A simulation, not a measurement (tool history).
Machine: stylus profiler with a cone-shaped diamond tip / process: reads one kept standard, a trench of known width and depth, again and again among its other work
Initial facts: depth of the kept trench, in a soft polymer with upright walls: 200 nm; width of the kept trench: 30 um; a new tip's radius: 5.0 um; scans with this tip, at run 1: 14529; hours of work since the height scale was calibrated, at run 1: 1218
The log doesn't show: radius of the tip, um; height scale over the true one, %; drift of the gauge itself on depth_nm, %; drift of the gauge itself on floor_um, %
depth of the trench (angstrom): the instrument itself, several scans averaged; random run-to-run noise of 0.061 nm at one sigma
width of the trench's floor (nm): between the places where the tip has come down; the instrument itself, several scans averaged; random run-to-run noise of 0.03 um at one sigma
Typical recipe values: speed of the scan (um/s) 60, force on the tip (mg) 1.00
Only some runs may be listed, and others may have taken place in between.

run   hour  speed of the scan (um/s)  force on the tip (mg)  scans with this tip  hours of work since the height scale was calibrated  depth of the trench (angstrom)  width of the trench's floor (nm)
  1    0.0                        60                   1.00                14529                                                 1218                          2007.8                             25010
  2   52.1                        60                   1.00                14999                                                 1257                          2007.5                             24950
  3  122.3                        60                   1.27                15630                                                 1310                          2009.1                             24920
  4  202.8                        60                   1.27                16355                                                 1371                          2010.2                             24850
  5  254.6                        60                   1.00                16821                                                 1410                          2006.9                             24760
     273.4  -- height scale calibrated on a step standard
     282.5  -- new tip fitted, height scale calibrated
  6  317.4                        60                   1.00                  314                                                   26                          2012.0                             26740
  7  399.5                        60                   1.00                 1052                                                   88                          2012.1                             26630
  8  441.2                        60                   1.00                 1428                                                  120                          2012.1                             26550
  9  513.4                        71                   1.00                 2078                                                  174                          2011.8                             26420
 10  556.2                        71                   1.00                 2463                                                  206                          2010.1                             26350
 11  625.5                        19                   1.25                 3087                                                  259                          2013.1                             26680
 12  662.2                        72                   1.25                 3417                                                  286                          2011.5                             26290
 13  695.3                       115                   0.54                 3715                                                  311                          2005.9                             25460
 14  735.4                        44                   0.74                 4076                                                  342                          2007.9                             26240
 15  773.5                        44                   0.74                 4419                                                  370                          2007.8                             26190
 16  830.2                        44                   0.74                 4929                                                  413                          2007.5                             26150

Forecast each of these 5 alternatives for the next run:
  A  874.5                       165                   0.89                 5328                                                  447                               ?                                 ?
  B  874.5                        82                   2.60                 5328                                                  447                               ?                                 ?
  C  874.5                       114                   0.96                 5328                                                  447                               ?                                 ?
  D  874.5                       240                   2.48                 5328                                                  447                               ?                                 ?
  E  874.5                        44                   0.60                 5328                                                  447                               ?                                 ?

run  depth of the trench (angstrom)  width of the trench's floor (nm)
  A                          2008.4                             25100
  B                          2022.6                             26110
  C                          2011.1                             25610
  D                          2020.8                             25290
  E                          2005.5                             26020
The same runs, with their run-to-run variation unchanged, on a tool lacking any hidden condition would have given:
run  depth of the trench (angstrom)  width of the trench's floor (nm)
  A                          2010.9                             25800
  B                          2025.1                             26810
  C                          2013.7                             26320
  D                          2023.4                             26000
  E                          2008.0                             26720

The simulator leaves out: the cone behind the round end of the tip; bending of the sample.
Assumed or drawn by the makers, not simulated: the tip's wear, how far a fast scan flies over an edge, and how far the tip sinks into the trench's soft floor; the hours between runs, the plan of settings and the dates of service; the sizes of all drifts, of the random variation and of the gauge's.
